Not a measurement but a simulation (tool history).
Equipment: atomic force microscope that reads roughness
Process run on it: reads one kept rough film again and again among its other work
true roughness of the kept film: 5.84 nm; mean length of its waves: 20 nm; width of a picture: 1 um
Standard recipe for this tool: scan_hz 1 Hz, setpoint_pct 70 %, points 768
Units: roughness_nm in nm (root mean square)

run    day  scan_hz  setpoint_pct  points  roughness_nm
  1      0        1            70     768         2.159
  2  0.488        1            70     768         2.095
  3  1.092        1            70     865         2.005
  4  1.629        1            70     865         1.933
  5   1.95        1            59     768         1.935
  6  2.279        1            59     768         1.894
  7  2.892        1            75     768          1.76
  8  3.375        1            75     768         1.713
  9  3.904        1            56     768         3.507
 10  4.429        1            56     768         3.332
 11  5.033        1            61     768         3.075
 12  5.304        1            61     768         2.996
 13  5.842     0.67            56     519         2.868
 14  6.279     0.69            59     331         2.727
 15  6.692        1            70     264         2.503
 16  7.312     0.84            70     972          2.48
 17   7.75     0.89            70     768         2.389
 18  8.033      0.6            70     638         2.365
 19  8.379     0.86            56     768          2.34
 20  8.762     0.86            76    1020         2.178

Removed from this log: 1 entry logged between the listed runs. Between which two listed runs does each belong, and how does the tool's hidden state at the listed run before it compare with that at the listed run after it?
Runs 8 to 9: new tip fitted (day 3.812)
  radius of the tip, nm: 38.4 -> 10.7
  measured less the result without the state, roughness_nm: -1.77 -> -0.087 nm (root mean square)
